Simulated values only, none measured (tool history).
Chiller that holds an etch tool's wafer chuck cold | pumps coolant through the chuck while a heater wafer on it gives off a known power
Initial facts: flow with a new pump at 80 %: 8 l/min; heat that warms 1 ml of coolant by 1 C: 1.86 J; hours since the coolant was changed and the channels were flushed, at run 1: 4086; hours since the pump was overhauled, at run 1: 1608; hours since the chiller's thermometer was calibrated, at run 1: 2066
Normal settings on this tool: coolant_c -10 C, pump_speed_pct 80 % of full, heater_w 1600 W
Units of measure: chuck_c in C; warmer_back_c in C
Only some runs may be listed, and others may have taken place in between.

| run | day | coolant_c | pump_speed_pct | heater_w | hours since the coolant was changed and the channels were flushed | hours since the pump was overhauled | hours since the chiller's thermometer was calibrated | chuck_c | warmer_back_c |
|---|---|---|---|---|---|---|---|---|---|
| 1 | 0.000 | -10 | 80 | 1600 | 4086 | 1608 | 2066 | 11.5 | 6.65 |
| 2 | 1.779 | -10 | 80 | 1600 | 4129 | 1651 | 2108 | 11.5 | 6.68 |
| 3 | 2.558 | -9 | 80 | 1600 | 4148 | 1670 | 2127 | 12.6 | 6.76 |
| 4 | 4.262 | -9 | 76 | 1600 | 4189 | 1711 | 2168 | 13.5 | 7.09 |
| 5 | 5.896 | -9 | 76 | 1600 | 4228 | 1750 | 2207 | 13.4 | 7.08 |
| 6 | 7.596 | -9 | 76 | 1600 | 4269 | 1791 | 2248 | 13.6 | 7.16 |
| 7 | 9.142 | -9 | 76 | 1600 | 4306 | 1828 | 2285 | 13.6 | 7.10 |
| 8 | 10.833 | -10 | 80 | 1600 | 4346 | 1868 | 2326 | 11.6 | 6.78 |
| 9 | 11.762 | -10 | 83 | 1600 | 4369 | 1891 | 2348 | 11.2 | 6.46 |
| 10 | 12.788 | -10 | 80 | 1189 | 4393 | 1915 | 2373 | 6.0 | 4.99 |
| 11 | 13.596 | -10 | 80 | 1600 | 4413 | 1935 | 2392 | 11.7 | 6.73 |
| 12 | 14.796 | -10 | 80 | 1955 | 4441 | 1963 | 2421 | 16.4 | 8.20 |
| 13 | 16.317 | -10 | 91 | 1600 | 4478 | 2000 | 2457 | 9.7 | 5.85 |
| 14 | 17.538 | -10 | 91 | 1600 | 4507 | 2029 | 2486 | 9.8 | 5.81 |
| 15 | 18.442 | -10 | 91 | 1600 | 4529 | 2051 | 2508 | 9.7 | 5.81 |
| 16 | 20.083 | -10 | 91 | 1600 | 4568 | 2090 | 2548 | 9.7 | 5.84 |
| 17 | 21.738 | -15 | 63 | 1022 | 4608 | 2130 | 2587 | 1.7 | 5.67 |
| 18 | 23.308 | -15 | 63 | 1022 | 4646 | 2168 | 2625 | 1.6 | 5.62 |
| 19 | 24.154 | 0 | 63 | 1022 | 4666 | 2188 | 2645 | 16.7 | 5.59 |
| 20 | 25.475 | -18 | 65 | 1600 | 4698 | 2220 | 2677 | 7.5 | 8.42 |
| 21 | 26.708 | -12 | 71 | 2127 | 4727 | 2249 | 2707 | 20.0 | 10.30 |
| 22 | 28.388 | -12 | 71 | 2127 | 4768 | 2290 | 2747 | 19.9 | 10.30 |
| 23 | 30.171 | -10 | 99 | 1600 | 4810 | 2332 | 2790 | 9.0 | 5.35 |
| 24 | 31.512 | -16 | 87 | 1600 | 4843 | 2365 | 2822 | 4.5 | 6.14 |
| 25 | 33.283 | -1 | 87 | 1228 | 4885 | 2407 | 2864 | 14.8 | 4.80 |
| 26 | 34.296 | -12 | 80 | 816 | 4909 | 2431 | 2889 | -0.8 | 3.54 |
| 27 | 35.042 | -12 | 80 | 816 | 4927 | 2449 | 2907 | -0.9 | 3.48 |
| 28 | 36.225 | -4 | 80 | 2233 | 4956 | 2478 | 2935 | 27.1 | 9.47 |
| 29 | 37.771 | -17 | 65 | 1171 | 4993 | 2515 | 2972 | 1.9 | 6.28 |
| 30 | 39.029 | -5 | 85 | 1026 | 5023 | 2545 | 3002 | 8.4 | 4.08 |
| 31 | 39.875 | -5 | 85 | 1026 | 5043 | 2565 | 3023 | 8.5 | 4.07 |

Predict each of these 5 candidate next runs independently; none follows another, all start after run 31:
| A | 41.188 | -10 | 90 | 1600 | 5075 | 2597 | 3054 | ? | ? |
| B | 41.188 | -14 | 97 | 1488 | 5075 | 2597 | 3054 | ? | ? |
| C | 41.188 | -5 | 70 | 1026 | 5075 | 2597 | 3054 | ? | ? |
| D | 41.188 | -6 | 72 | 1026 | 5075 | 2597 | 3054 | ? | ? |
| E | 41.188 | -5 | 64 | 1026 | 5075 | 2597 | 3054 | ? | ? |

| run | chuck_c | warmer_back_c |
|---|---|---|
| A | 10.2 | 5.93 |
| B | 3.7 | 5.14 |
| C | 10.6 | 5.04 |
| D | 9.2 | 4.96 |
| E | 11.7 | 5.60 |
With the hidden condition removed and each run's random variation left untouched, the same runs would have given:
| run | chuck_c | warmer_back_c |
|---|---|---|
| A | 8.2 | 5.60 |
| B | 2.0 | 4.85 |
| C | 9.1 | 4.76 |
| D | 7.8 | 4.69 |
| E | 10.1 | 5.29 |

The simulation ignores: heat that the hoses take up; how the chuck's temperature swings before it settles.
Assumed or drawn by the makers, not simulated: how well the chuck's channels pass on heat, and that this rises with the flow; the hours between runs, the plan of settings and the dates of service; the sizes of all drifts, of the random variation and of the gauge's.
